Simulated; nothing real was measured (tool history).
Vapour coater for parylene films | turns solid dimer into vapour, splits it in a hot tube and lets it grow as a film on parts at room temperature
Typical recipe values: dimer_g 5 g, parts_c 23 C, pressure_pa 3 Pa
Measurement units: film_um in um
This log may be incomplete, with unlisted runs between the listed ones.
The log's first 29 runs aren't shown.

run     day  dimer_g  parts_c  pressure_pa  hours of work since the trap's valve was overhauled  hours of work since the table's thermometer was calibrated  film_um
 30  26.342        5       15         2.44                                                  197                                                         905     1.58
 31  27.146        5       22         4.02                                                  211                                                         919     1.06
 32  27.946        6       17         4.02                                                  224                                                         933     1.54
 33  28.504        5       23         2.48                                                  234                                                         942     1.07
 34  29.688        7       27        10.01                                                  254                                                         962     0.96
 35  30.338        5       27        10.01                                                  265                                                         973     0.65
 36  31.392        4       20          7.5                                                  283                                                         991     0.77
 37  32.179        7       23         7.14                                                  296                                                        1004     1.18
 38  32.838        7       18         7.14                                                  307                                                        1016     1.48
 39    33.8        4       17         3.72                                                  324                                                        1032     1.06
 40  34.525        4       17         3.72                                                  336                                                        1044        1
 41  35.225        5       28         6.67                                                  348                                                        1056     0.69
 42  35.908        3       15         4.09                                                  359                                                        1068     0.84
 43  36.567        3       15         4.09                                                  371                                                        1079     0.79
 44    37.1        3       15         4.09                                                  380                                                        1088     0.81
 45    38.1        3       19         4.09                                                  397                                                        1105     0.66

What if the next run were any one of these 5? Each begins from the tool's condition after run 45:
  A  39.317        8       16         3.32                                                  417                                                        1126        ?
  B  39.317        8       30         4.09                                                  417                                                        1126        ?
  C  39.317        3       29         4.09                                                  417                                                        1126        ?
  D  39.317        6       19         4.09                                                  417                                                        1126        ?
  E  39.317        3       16         3.04                                                  417                                                        1126        ?

run  film_um
  A     2.01
  B     1.03
  C     0.42
  D     1.29
  E     0.81
What these runs would have given with no unlogged condition in the tool:
run  film_um
  A     2.46
  B     1.25
  C     0.51
  D     1.57
  E     0.99

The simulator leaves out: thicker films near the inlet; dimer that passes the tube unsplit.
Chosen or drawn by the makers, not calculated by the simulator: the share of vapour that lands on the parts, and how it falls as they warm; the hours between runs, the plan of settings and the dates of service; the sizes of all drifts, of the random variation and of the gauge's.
